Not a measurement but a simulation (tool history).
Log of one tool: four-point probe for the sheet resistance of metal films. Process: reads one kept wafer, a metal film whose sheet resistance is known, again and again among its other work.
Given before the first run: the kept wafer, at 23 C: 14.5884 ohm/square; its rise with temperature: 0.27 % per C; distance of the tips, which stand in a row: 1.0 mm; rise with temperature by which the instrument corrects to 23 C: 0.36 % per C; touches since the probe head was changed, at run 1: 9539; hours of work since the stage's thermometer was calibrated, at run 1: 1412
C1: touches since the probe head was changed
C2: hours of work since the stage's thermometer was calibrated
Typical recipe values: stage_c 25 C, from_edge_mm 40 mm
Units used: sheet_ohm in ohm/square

{"run": 1, "hour": 0.0, "stage_c": 25, "from_edge_mm": 40, "C1": 9539, "C2": 1412, "sheet_ohm": 14.561449}
{"run": 2, "hour": 67.2, "stage_c": 25, "from_edge_mm": 40, "C1": 12024, "C2": 1442, "sheet_ohm": 14.566547}
{"run": 3, "hour": 120.3, "stage_c": 25, "from_edge_mm": 20, "C1": 13990, "C2": 1465, "sheet_ohm": 14.57731}
{"run": 4, "hour": 162.3, "stage_c": 19, "from_edge_mm": 40, "C1": 15544, "C2": 1483, "sheet_ohm": 14.637502}
{"run": 5, "hour": 226.4, "stage_c": 30, "from_edge_mm": 40, "C1": 17912, "C2": 1512, "sheet_ohm": 14.507181}
{"hour": 244.3, "done": "stage's thermometer calibrated"}
{"run": 6, "hour": 309.8, "stage_c": 30, "from_edge_mm": 40, "C1": 20982, "C2": 29, "sheet_ohm": 14.517402}
{"run": 7, "hour": 386.2, "stage_c": 30, "from_edge_mm": 31, "C1": 23806, "C2": 62, "sheet_ohm": 14.521055}
{"run": 8, "hour": 470.2, "stage_c": 31, "from_edge_mm": 40, "C1": 26914, "C2": 99, "sheet_ohm": 14.505765}
{"run": 9, "hour": 527.3, "stage_c": 31, "from_edge_mm": 40, "C1": 29028, "C2": 124, "sheet_ohm": 14.506764}
{"run": 10, "hour": 565.6, "stage_c": 25, "from_edge_mm": 40, "C1": 30442, "C2": 141, "sheet_ohm": 14.581729}
{"run": 11, "hour": 625.9, "stage_c": 25, "from_edge_mm": 40, "C1": 32672, "C2": 168, "sheet_ohm": 14.583285}
{"run": 12, "hour": 708.9, "stage_c": 35, "from_edge_mm": 4, "C1": 35744, "C2": 204, "sheet_ohm": 14.934876}
{"run": 13, "hour": 772.7, "stage_c": 23, "from_edge_mm": 18, "C1": 38105, "C2": 232, "sheet_ohm": 14.625268}
{"run": 14, "hour": 807.6, "stage_c": 28, "from_edge_mm": 59, "C1": 39394, "C2": 248, "sheet_ohm": 14.546048}
{"run": 15, "hour": 854.0, "stage_c": 24, "from_edge_mm": 4, "C1": 41112, "C2": 268, "sheet_ohm": 15.060499}
{"run": 16, "hour": 926.6, "stage_c": 24, "from_edge_mm": 4, "C1": 43796, "C2": 300, "sheet_ohm": 15.063423}
{"run": 17, "hour": 994.5, "stage_c": 34, "from_edge_mm": 63, "C1": 46309, "C2": 330, "sheet_ohm": 14.47846}
{"run": 18, "hour": 1030.0, "stage_c": 34, "from_edge_mm": 63, "C1": 47623, "C2": 345, "sheet_ohm": 14.480104}
{"run": 19, "hour": 1079.6, "stage_c": 35, "from_edge_mm": 5, "C1": 49459, "C2": 367, "sheet_ohm": 14.770161}
{"run": 20, "hour": 1142.8, "stage_c": 32, "from_edge_mm": 62, "C1": 51797, "C2": 395, "sheet_ohm": 14.502938}
{"run": 21, "hour": 1198.3, "stage_c": 31, "from_edge_mm": 9, "C1": 53849, "C2": 419, "sheet_ohm": 14.611642}
{"run": 22, "hour": 1259.0, "stage_c": 24, "from_edge_mm": 9, "C1": 56096, "C2": 446, "sheet_ohm": 14.693961}

Predict each of these 4 candidate next runs independently; none follows another, all start after run 22:
{"run": "A", "hour": 1307.1, "stage_c": 19, "from_edge_mm": 53, "C1": 57873, "C2": 467, "sheet_ohm": "?"}
{"run": "B", "hour": 1307.1, "stage_c": 24, "from_edge_mm": 12, "C1": 57873, "C2": 467, "sheet_ohm": "?"}
{"run": "C", "hour": 1307.1, "stage_c": 31, "from_edge_mm": 9, "C1": 57873, "C2": 467, "sheet_ohm": "?"}
{"run": "D", "hour": 1307.1, "stage_c": 18, "from_edge_mm": 18, "C1": 57873, "C2": 467, "sheet_ohm": "?"}

run=A sheet_ohm=14.657694
run=B sheet_ohm=14.648220
run=C sheet_ohm=14.608766
run=D sheet_ohm=14.690221
What these runs would have given with no unlogged condition in the tool:
run=A sheet_ohm=14.640649
run=B sheet_ohm=14.631150
run=C sheet_ohm=14.591692
run=D sheet_ohm=14.673148

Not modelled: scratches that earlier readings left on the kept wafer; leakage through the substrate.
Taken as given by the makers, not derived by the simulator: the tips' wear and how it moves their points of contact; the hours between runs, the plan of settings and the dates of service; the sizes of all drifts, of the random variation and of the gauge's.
